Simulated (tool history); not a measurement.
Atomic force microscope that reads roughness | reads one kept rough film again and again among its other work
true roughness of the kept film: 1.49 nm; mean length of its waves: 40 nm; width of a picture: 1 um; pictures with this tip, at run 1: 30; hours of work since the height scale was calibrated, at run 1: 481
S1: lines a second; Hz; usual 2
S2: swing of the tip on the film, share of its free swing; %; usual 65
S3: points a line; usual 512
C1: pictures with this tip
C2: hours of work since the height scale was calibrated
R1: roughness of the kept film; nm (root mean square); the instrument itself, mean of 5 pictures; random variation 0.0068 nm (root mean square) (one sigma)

run,hour,S1,S2,S3,C1,C2,R1
1,0,2,65,512,30,481,1.381
2,30.6,2,65,512,73,501,1.387
3,62.6,2,65,512,119,523,1.389
4,86.1,2,65,512,152,539,1.386
# hour 106.1: new tip fitted
5,115.3,2,65,512,13,558,1.395
6,142.8,2,65,512,52,577,1.388
7,168.1,2,65,772,88,594,1.381
8,185.1,2.39,65,512,112,605,1.37
9,207,2.39,70,512,144,620,1.344
10,223.8,2.39,70,512,167,631,1.339
# hour 232.7: new tip fitted
11,244.5,2.39,70,512,17,645,1.355
12,275.3,2.39,70,512,61,665,1.338
13,292.4,2,65,316,85,677,1.384
14,307,2,65,316,106,687,1.368
15,328.7,2,76,512,137,701,1.329
16,354.4,2,65,479,173,719,1.388
# hour 357.9: new tip fitted
17,386.9,2,65,305,41,740,1.378
18,408.7,2,65,377,72,755,1.386
19,439.6,0.61,65,377,116,776,1.406
20,460.2,0.61,65,377,145,790,1.405
21,482.6,0.61,65,377,177,805,1.421
# hour 485.9: new tip fitted
22,499.2,0.61,65,377,19,815,1.412
23,527.5,0.61,65,377,59,834,1.408
24,556.8,2,65,512,101,854,1.387
25,572,2,65,512,122,864,1.38
26,601,2,59,512,164,884,1.381
# hour 613: new tip fitted
27,627.4,0.89,65,356,20,901,1.402
28,655.8,0.89,65,356,61,920,1.398
29,679.4,0.89,59,838,94,936,1.418
30,699.5,2,69,575,123,950,1.373
31,727.1,2,69,575,162,968,1.362
# hour 738.9: new tip fitted
32,746.9,3.15,82,890,12,981,1.246
33,763.7,2.06,84,872,36,993,1.282
34,783.3,2.06,84,872,63,1006,1.297
35,806.5,1.81,85,714,96,1022,1.299
36,820.6,1.68,73,749,116,1031,1.348
37,839.5,1.68,73,749,143,1044,1.36
38,853.6,1.68,73,749,163,1053,1.361
# hour 865.4: new tip fitted
39,871.9,2.02,57,338,9,1065,1.394
40,887.3,1.77,65,512,31,1076,1.386
41,909.9,2.31,65,785,63,1091,1.376
42,927.2,2,89,896,87,1102,1.263
43,959.5,2,89,896,133,1124,1.263
44,977.7,2,65,922,159,1136,1.372
# hour 992.3: new tip fitted
45,998,2,65,922,8,1150,1.385
# hour 1000.6: height scale calibrated on a step standard
46,1024,2,65,922,44,16,1.378
47,1056.2,1.48,65,512,90,37,1.397

How the hidden state differs across the entries between the runs, from the last listed run before each to the first after it:
Between runs 4 and 5: new tip fitted (hour 106.1)
  radius of the tip, nm: 10.9 -> 10.1
Between runs 10 and 11: new tip fitted (hour 232.7)
  radius of the tip, nm: 11 -> 10.1
Between runs 16 and 17: new tip fitted (hour 357.9)
  radius of the tip, nm: 11.1 -> 10.3; height scale over the true one, %: -0.03 -> -0.04
Between runs 21 and 22: new tip fitted (hour 485.9)
  radius of the tip, nm: 11.1 -> 10.1
Between runs 26 and 27: new tip fitted (hour 613)
  radius of the tip, nm: 11.1 -> 10.1
Between runs 31 and 32: new tip fitted (hour 738.9)
  radius of the tip, nm: 11 -> 10.1
Between runs 38 and 39: new tip fitted (hour 865.4)
  radius of the tip, nm: 11 -> 10.1
Between runs 44 and 45: new tip fitted (hour 992.3)
  radius of the tip, nm: 11 -> 10.1
Between runs 45 and 46: height scale calibrated on a step standard (hour 1000.6)
  radius of the tip, nm: 10.1 -> 10.3; height scale over the true one, %: -0.05 -> 0
